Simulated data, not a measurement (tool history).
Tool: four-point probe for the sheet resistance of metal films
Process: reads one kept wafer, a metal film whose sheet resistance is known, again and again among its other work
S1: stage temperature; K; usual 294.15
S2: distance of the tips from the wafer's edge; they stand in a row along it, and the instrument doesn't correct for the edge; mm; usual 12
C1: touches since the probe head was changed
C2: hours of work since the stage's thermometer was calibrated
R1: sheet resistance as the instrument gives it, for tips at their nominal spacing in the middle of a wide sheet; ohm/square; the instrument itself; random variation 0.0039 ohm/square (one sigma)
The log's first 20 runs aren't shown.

{"run": 21, "hour": 362.3, "S1": 294.15, "S2": 54, "C1": 51668, "C2": 1291, "R1": 22.325835}
{"run": 22, "hour": 383.4, "S1": 294.15, "S2": 54, "C1": 52788, "C2": 1305, "R1": 22.32694}
{"run": 23, "hour": 406.9, "S1": 294.15, "S2": 54, "C1": 54029, "C2": 1322, "R1": 22.329508}
{"run": 24, "hour": 419.5, "S1": 294.15, "S2": 8, "C1": 54699, "C2": 1330, "R1": 22.391776}
{"run": 25, "hour": 431.2, "S1": 294.15, "S2": 8, "C1": 55319, "C2": 1338, "R1": 22.389948}
{"run": 26, "hour": 442.6, "S1": 294.15, "S2": 8, "C1": 55920, "C2": 1346, "R1": 22.392233}
{"run": 27, "hour": 460.2, "S1": 298.15, "S2": 17, "C1": 56852, "C2": 1358, "R1": 22.308225}
{"run": 28, "hour": 477.5, "S1": 303.15, "S2": 8, "C1": 57765, "C2": 1370, "R1": 22.314021}
{"run": 29, "hour": 496.5, "S1": 304.15, "S2": 8, "C1": 58774, "C2": 1383, "R1": 22.308149}
{"run": 30, "hour": 509.6, "S1": 306.15, "S2": 12, "C1": 59463, "C2": 1392, "R1": 22.250879}
{"run": 31, "hour": 532.5, "S1": 307.15, "S2": 57, "C1": 60677, "C2": 1408, "R1": 22.204609}
{"run": 32, "hour": 548.1, "S1": 301.15, "S2": 25, "C1": 61503, "C2": 1419, "R1": 22.265552}
{"run": 33, "hour": 561.4, "S1": 295.15, "S2": 4, "C1": 62207, "C2": 1428, "R1": 22.604577}

Forecast run 34:
{"run": 34, "hour": 571.7, "S1": 295.15, "S2": 4, "C1": 62752, "C2": 1435, "R1": "?"}

R1: 22.602191 ohm/square
Without the tool's hidden state the same run would have given R1 22.640443 ohm/square.
